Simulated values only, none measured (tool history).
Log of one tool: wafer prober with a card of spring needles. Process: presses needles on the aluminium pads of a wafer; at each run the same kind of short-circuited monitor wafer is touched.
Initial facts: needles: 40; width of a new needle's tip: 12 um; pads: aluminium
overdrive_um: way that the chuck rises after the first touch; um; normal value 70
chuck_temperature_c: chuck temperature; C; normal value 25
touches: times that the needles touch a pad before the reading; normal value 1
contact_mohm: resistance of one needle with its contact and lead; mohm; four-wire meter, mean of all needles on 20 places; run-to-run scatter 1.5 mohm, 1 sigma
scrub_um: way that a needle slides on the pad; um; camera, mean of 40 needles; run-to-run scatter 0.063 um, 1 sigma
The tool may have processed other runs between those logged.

run,hour,overdrive_um,chuck_temperature_c,touches,contact_mohm,scrub_um
1,0,70,25,1,175,15.78
# hour 1.2: tips cleaned on abrasive film
2,10.9,70,25,1,167,15.87
# hour 21.6: tips cleaned on abrasive film
3,21.8,52,25,1,156,11.69
4,28.9,52,25,1,179,11.7
5,36.5,70,25,1,176,15.76
# hour 41.9: tips cleaned on abrasive film
6,48.3,70,25,1,164,15.7
7,56.5,70,25,1,171,15.77
# hour 62.8: tips cleaned on abrasive film
8,70.8,70,25,1,166,15.73
9,81.4,70,25,1,178,15.73
# hour 82.9: tips cleaned on abrasive film
10,91.1,70,25,1,164,15.88

The next listed run, before its measurement:
11,102.5,61,88,2,?,?

contact_mohm: 184 mohm
scrub_um: 13.6 um
With no hidden state in the tool, this same run would have given contact_mohm 158 mohm, scrub_um 13.97 um.

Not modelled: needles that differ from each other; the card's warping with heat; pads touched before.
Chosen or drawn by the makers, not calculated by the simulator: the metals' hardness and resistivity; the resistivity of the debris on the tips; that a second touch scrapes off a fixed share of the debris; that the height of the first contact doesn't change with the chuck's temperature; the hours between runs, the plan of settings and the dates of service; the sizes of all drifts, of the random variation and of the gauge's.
